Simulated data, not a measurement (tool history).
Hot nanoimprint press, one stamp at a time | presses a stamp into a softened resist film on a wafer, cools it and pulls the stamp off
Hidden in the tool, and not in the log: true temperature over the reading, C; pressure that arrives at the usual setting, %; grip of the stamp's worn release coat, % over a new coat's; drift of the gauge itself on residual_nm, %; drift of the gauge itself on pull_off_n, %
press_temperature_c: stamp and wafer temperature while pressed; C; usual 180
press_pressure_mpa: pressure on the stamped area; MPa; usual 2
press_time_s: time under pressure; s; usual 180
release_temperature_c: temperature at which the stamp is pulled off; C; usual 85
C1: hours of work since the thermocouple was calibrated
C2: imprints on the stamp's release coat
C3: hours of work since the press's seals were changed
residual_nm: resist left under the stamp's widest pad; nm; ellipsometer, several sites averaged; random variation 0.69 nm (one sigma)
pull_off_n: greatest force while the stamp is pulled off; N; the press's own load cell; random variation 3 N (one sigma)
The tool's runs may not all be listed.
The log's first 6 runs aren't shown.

{"hour": 265.9, "done": "stamp cleaned and given a new release coat"}
{"run": 7, "hour": 276.6, "press_temperature_c": 180, "press_pressure_mpa": 2, "press_time_s": 180, "release_temperature_c": 85, "C1": 211, "C2": 53, "C3": 80, "residual_nm": 88.7, "pull_off_n": 141}
{"run": 8, "hour": 321.2, "press_temperature_c": 180, "press_pressure_mpa": 2, "press_time_s": 180, "release_temperature_c": 85, "C1": 245, "C2": 270, "C3": 114, "residual_nm": 89.4, "pull_off_n": 147}
{"run": 9, "hour": 374.4, "press_temperature_c": 180, "press_pressure_mpa": 2, "press_time_s": 92, "release_temperature_c": 85, "C1": 285, "C2": 530, "C3": 154, "residual_nm": 116.5, "pull_off_n": 159}
{"run": 10, "hour": 411.2, "press_temperature_c": 180, "press_pressure_mpa": 2, "press_time_s": 180, "release_temperature_c": 85, "C1": 313, "C2": 711, "C3": 182, "residual_nm": 90.3, "pull_off_n": 164}
{"run": 11, "hour": 468.1, "press_temperature_c": 180, "press_pressure_mpa": 2, "press_time_s": 180, "release_temperature_c": 85, "C1": 356, "C2": 989, "C3": 225, "residual_nm": 90.3, "pull_off_n": 175}
{"hour": 480.4, "done": "plate thermocouple calibrated"}
{"run": 12, "hour": 499.5, "press_temperature_c": 180, "press_pressure_mpa": 2, "press_time_s": 180, "release_temperature_c": 85, "C1": 14, "C2": 1128, "C3": 247, "residual_nm": 87.1, "pull_off_n": 180}
{"hour": 522.1, "done": "stamp cleaned and given a new release coat"}
{"run": 13, "hour": 534.0, "press_temperature_c": 180, "press_pressure_mpa": 2, "press_time_s": 340, "release_temperature_c": 85, "C1": 36, "C2": 58, "C3": 268, "residual_nm": 66.1, "pull_off_n": 135}
{"run": 14, "hour": 559.5, "press_temperature_c": 180, "press_pressure_mpa": 2, "press_time_s": 340, "release_temperature_c": 85, "C1": 55, "C2": 183, "C3": 287, "residual_nm": 67.6, "pull_off_n": 144}
{"run": 15, "hour": 599.5, "press_temperature_c": 180, "press_pressure_mpa": 2, "press_time_s": 340, "release_temperature_c": 85, "C1": 86, "C2": 378, "C3": 318, "residual_nm": 67.3, "pull_off_n": 154}
{"run": 16, "hour": 648.1, "press_temperature_c": 180, "press_pressure_mpa": 2, "press_time_s": 340, "release_temperature_c": 85, "C1": 122, "C2": 616, "C3": 354, "residual_nm": 67.4, "pull_off_n": 159}
{"run": 17, "hour": 691.9, "press_temperature_c": 180, "press_pressure_mpa": 1.63, "press_time_s": 118, "release_temperature_c": 85, "C1": 155, "C2": 830, "C3": 387, "residual_nm": 111.9, "pull_off_n": 164}
{"run": 18, "hour": 741.1, "press_temperature_c": 180, "press_pressure_mpa": 1.63, "press_time_s": 118, "release_temperature_c": 85, "C1": 193, "C2": 1071, "C3": 425, "residual_nm": 113.3, "pull_off_n": 173}
{"hour": 779.8, "done": "stamp cleaned and given a new release coat"}
{"run": 19, "hour": 788.4, "press_temperature_c": 180, "press_pressure_mpa": 1.63, "press_time_s": 118, "release_temperature_c": 85, "C1": 224, "C2": 43, "C3": 456, "residual_nm": 113.6, "pull_off_n": 142}
{"run": 20, "hour": 821.3, "press_temperature_c": 175, "press_pressure_mpa": 2.77, "press_time_s": 100, "release_temperature_c": 87, "C1": 249, "C2": 204, "C3": 481, "residual_nm": 123.5, "pull_off_n": 146}
{"run": 21, "hour": 865.9, "press_temperature_c": 182, "press_pressure_mpa": 2, "press_time_s": 180, "release_temperature_c": 74, "C1": 283, "C2": 421, "C3": 515, "residual_nm": 83.1, "pull_off_n": 171}
{"run": 22, "hour": 919.8, "press_temperature_c": 190, "press_pressure_mpa": 2.09, "press_time_s": 128, "release_temperature_c": 74, "C1": 323, "C2": 685, "C3": 555, "residual_nm": 68.3, "pull_off_n": 181}
{"hour": 973.3, "done": "plate thermocouple calibrated"}
{"run": 23, "hour": 974.0, "press_temperature_c": 180, "press_pressure_mpa": 2.96, "press_time_s": 150, "release_temperature_c": 80, "C1": 1, "C2": 936, "C3": 594, "residual_nm": 81.2, "pull_off_n": 179}
{"run": 24, "hour": 1013.8, "press_temperature_c": 180, "press_pressure_mpa": 2.96, "press_time_s": 270, "release_temperature_c": 73, "C1": 31, "C2": 1130, "C3": 624, "residual_nm": 63.2, "pull_off_n": 205}
{"hour": 1038.3, "done": "stamp cleaned and given a new release coat"}
{"run": 25, "hour": 1074.2, "press_temperature_c": 180, "press_pressure_mpa": 2, "press_time_s": 180, "release_temperature_c": 78, "C1": 72, "C2": 175, "C3": 665, "residual_nm": 88.9, "pull_off_n": 156}
{"run": 26, "hour": 1113.1, "press_temperature_c": 176, "press_pressure_mpa": 2.3, "press_time_s": 180, "release_temperature_c": 82, "C1": 101, "C2": 366, "C3": 695, "residual_nm": 99.7, "pull_off_n": 157}
{"run": 27, "hour": 1169.4, "press_temperature_c": 176, "press_pressure_mpa": 2.3, "press_time_s": 180, "release_temperature_c": 82, "C1": 144, "C2": 641, "C3": 737, "residual_nm": 99.9, "pull_off_n": 164}
{"run": 28, "hour": 1196.3, "press_temperature_c": 170, "press_pressure_mpa": 2.67, "press_time_s": 180, "release_temperature_c": 82, "C1": 164, "C2": 772, "C3": 758, "residual_nm": 125.6, "pull_off_n": 172}
{"run": 29, "hour": 1221.9, "press_temperature_c": 183, "press_pressure_mpa": 2.47, "press_time_s": 193, "release_temperature_c": 81, "C1": 184, "C2": 897, "C3": 777, "residual_nm": 70.2, "pull_off_n": 177}
{"run": 30, "hour": 1279.5, "press_temperature_c": 180, "press_pressure_mpa": 1.99, "press_time_s": 180, "release_temperature_c": 88, "C1": 227, "C2": 1179, "C3": 821, "residual_nm": 91.1, "pull_off_n": 166}
{"hour": 1293.4, "done": "stamp cleaned and given a new release coat"}
{"run": 31, "hour": 1335.2, "press_temperature_c": 180, "press_pressure_mpa": 1.99, "press_time_s": 180, "release_temperature_c": 88, "C1": 265, "C2": 204, "C3": 858, "residual_nm": 91.8, "pull_off_n": 143}

3 ways to go on from here, each from the tool as it stands after run 31. What would each give?
{"run": "A", "hour": 1378.2, "press_temperature_c": 180, "press_pressure_mpa": 2.03, "press_time_s": 146, "release_temperature_c": 71, "C1": 297, "C2": 414, "C3": 891, "residual_nm": "?", "pull_off_n": "?"}
{"run": "B", "hour": 1378.2, "press_temperature_c": 180, "press_pressure_mpa": 1.66, "press_time_s": 251, "release_temperature_c": 76, "C1": 297, "C2": 414, "C3": 891, "residual_nm": "?", "pull_off_n": "?"}
{"run": "C", "hour": 1378.2, "press_temperature_c": 180, "press_pressure_mpa": 1.39, "press_time_s": 327, "release_temperature_c": 74, "C1": 297, "C2": 414, "C3": 891, "residual_nm": "?", "pull_off_n": "?"}

run=A residual_nm=98.2 pull_off_n=178
run=B residual_nm=84.6 pull_off_n=171
run=C residual_nm=83.5 pull_off_n=177
Without the tool's hidden state the same runs would have given:
run=A residual_nm=92.8 pull_off_n=161
run=B residual_nm=79.9 pull_off_n=154
run=C residual_nm=79.1 pull_off_n=160
